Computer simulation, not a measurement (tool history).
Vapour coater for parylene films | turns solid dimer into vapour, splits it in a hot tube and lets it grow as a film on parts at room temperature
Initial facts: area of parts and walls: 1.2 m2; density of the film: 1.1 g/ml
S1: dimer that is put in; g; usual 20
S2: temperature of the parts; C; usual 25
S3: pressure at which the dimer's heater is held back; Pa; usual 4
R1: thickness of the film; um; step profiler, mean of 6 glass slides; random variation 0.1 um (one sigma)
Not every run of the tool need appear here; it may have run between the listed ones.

run   hour  S1  S2    S3     R1
  1      0  20  25     4  11.63
  2   12.9  20  25     4  11.61
  3   25.1  20  25  2.61  12.49
  4     43  20  25  2.61   12.5
  5     54  20  25     4  11.48
  6   65.3  20  25     4  11.29
  7   75.9  20  23     4  12.19
  8   93.1  20  23     4  12.19
  9  103.9  14  25     4   8.02
 10  120.8  18  25     4  10.27
 11  137.2  18  25     4  10.15
 12  154.2  18  25     4  10.17
 13    167  18  25     4  10.14
 14  184.7  18  25     4   10.1
 15  209.4  18  25     4   10.1
 16  220.4  18  25     4  10.01
 17  243.5  20  35     4   8.32
 18    258  20  35     4   8.39
 19  269.9  20  35     4   8.29
 20  281.8  20  35  7.27   7.44
 21    304  35  25     4  19.17
 22    323  35  25     4  18.85
 23    345  20  18     4  13.08
 24  365.9  20  30     4   9.28
 25  385.4  34  25  9.06   15.5
 26  403.3   9  22  7.25   4.62
 27  418.4   9  18  8.45   5.03
     434.9  -- trap's valve overhauled
 28    447  35  25  4.29  20.77
 29  468.9  35  25  4.29  20.87
 30  486.5  16  25     4    9.7
 31  506.1   9  19  5.49      6
 32  529.9  10  19  5.65   6.63
 33  546.7  10  19  5.65   6.43
 34  570.7  29  32     4  14.06
 35  588.6  28  29  3.47  15.18

Run 36 is up next; what results do you expect?
 36  611.4   9  25  7.53   ?

{"run 36": {"R1": 4.75}}
With the hidden condition absent and the run-to-run variation left alone, this run would have shown R1 4.97 um.

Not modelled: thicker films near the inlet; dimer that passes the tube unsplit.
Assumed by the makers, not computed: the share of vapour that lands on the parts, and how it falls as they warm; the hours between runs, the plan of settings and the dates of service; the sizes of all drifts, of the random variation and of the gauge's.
